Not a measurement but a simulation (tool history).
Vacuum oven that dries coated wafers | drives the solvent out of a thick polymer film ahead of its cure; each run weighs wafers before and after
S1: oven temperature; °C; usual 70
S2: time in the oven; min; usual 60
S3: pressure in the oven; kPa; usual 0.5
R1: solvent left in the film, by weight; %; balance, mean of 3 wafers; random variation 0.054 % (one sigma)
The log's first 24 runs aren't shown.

run    hour  S1  S2     S3     R1
 25  1429.6  70  47  1.067   3.51
 26  1469.1  60  60    0.5   7.18
 27  1544.5  69  60    0.5    2.5
 28  1616.6  69  60    0.5   2.47
 29  1698.5  77  60  1.168   0.74
 30    1761  77  60  1.168   0.72
 31  1848.3  77  60  1.168    0.7
 32  1899.3  70  99    0.5   0.65
 33    1955  83  48   0.72   0.26
 34  2021.3  69  48   0.72   3.62
 35  2100.8  69  48   0.72   3.55
 36  2161.2  69  48   0.72   3.52
 37  2245.8  58  40   0.72  10.57
 38  2282.7  58  40   0.72   10.7

4 ways to go on from here, each from the tool as it stands after run 38. What would each give?
  A  2329.9  73  106  0.792   ?
  B  2329.9  65   60  1.546   ?
  C  2329.9  70   60  0.273   ?
  D  2329.9  78   70   0.32   ?

run    R1
  A  0.37
  B  4.15
  C  1.72
  D  0.39
Without the tool's hidden state the same runs would have given:
run    R1
  A  0.36
  B  5.07
  C  2.32
  D   0.4
